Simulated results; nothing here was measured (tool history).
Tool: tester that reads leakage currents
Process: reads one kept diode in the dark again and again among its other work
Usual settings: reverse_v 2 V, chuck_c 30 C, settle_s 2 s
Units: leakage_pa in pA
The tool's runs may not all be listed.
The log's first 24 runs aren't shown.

| run | day | reverse_v | chuck_c | settle_s | hours of work since the probe card was cleaned | hours of work since the tester was calibrated | hours of work since the chuck was calibrated | leakage_pa |
|---|---|---|---|---|---|---|---|---|
|  | 65.612 | chuck's temperature calibrated |
| 25 | 66.388 | 14.16 | 30 | 2.85 | 1040 | 1644 | 9 | 400.14 |
| 26 | 68.862 | 5.11 | 30 | 1.03 | 1069 | 1673 | 38 | 267.71 |
| 27 | 72.592 | 2 | 42 | 3.01 | 1112 | 1716 | 81 | 550.65 |
| 28 | 76.142 | 17.63 | 30 | 2 | 1153 | 1757 | 122 | 453.71 |
| 29 | 79.908 | 17.63 | 30 | 2 | 1196 | 1800 | 166 | 460.57 |
| 30 | 82.662 | 2.68 | 34 | 1.63 | 1228 | 1832 | 197 | 313.74 |
| 31 | 84.65 | 2.74 | 41 | 2.69 | 1251 | 1855 | 220 | 589.47 |
| 32 | 87.1 | 2.74 | 41 | 3.32 | 1280 | 1884 | 249 | 592.32 |
| 33 | 90.862 | 2.85 | 23 | 2 | 1323 | 1927 | 292 | 120 |
| 34 | 92.988 | 2.24 | 23 | 0.44 | 1348 | 1952 | 317 | 110.11 |
| 35 | 95.083 | 7.85 | 40 | 0.36 | 1372 | 1976 | 341 | 835.98 |
| 36 | 97.704 | 12.96 | 35 | 0.39 | 1403 | 2007 | 372 | 670.74 |
|  | 99.375 | probe card cleaned and baked |
| 37 | 99.804 | 12.96 | 35 | 0.39 | 5 | 2029 | 394 | 650.42 |
| 38 | 101.858 | 1.51 | 35 | 9.4 | 29 | 2053 | 418 | 288.19 |
| 39 | 104.079 | 1.13 | 30 | 5.88 | 54 | 2079 | 444 | 164.41 |
| 40 | 106.908 | 8.34 | 27 | 6.74 | 87 | 2112 | 477 | 266.46 |

Forecast each of these 3 alternatives for the next run:
| A | 108.779 | 3.91 | 40 | 0.32 | 109 | 2133 | 498 | ? |
| B | 108.779 | 6.12 | 53 | 1.84 | 109 | 2133 | 498 | ? |
| C | 108.779 | 5.17 | 22 | 6.52 | 109 | 2133 | 498 | ? |

| run | leakage_pa |
|---|---|
| A | 659.63 |
| B | 2337.06 |
| C | 137.71 |
Without the tool's hidden state the same runs would have given:
| run | leakage_pa |
|---|---|
| A | 575.09 |
| B | 2058.73 |
| C | 117.51 |

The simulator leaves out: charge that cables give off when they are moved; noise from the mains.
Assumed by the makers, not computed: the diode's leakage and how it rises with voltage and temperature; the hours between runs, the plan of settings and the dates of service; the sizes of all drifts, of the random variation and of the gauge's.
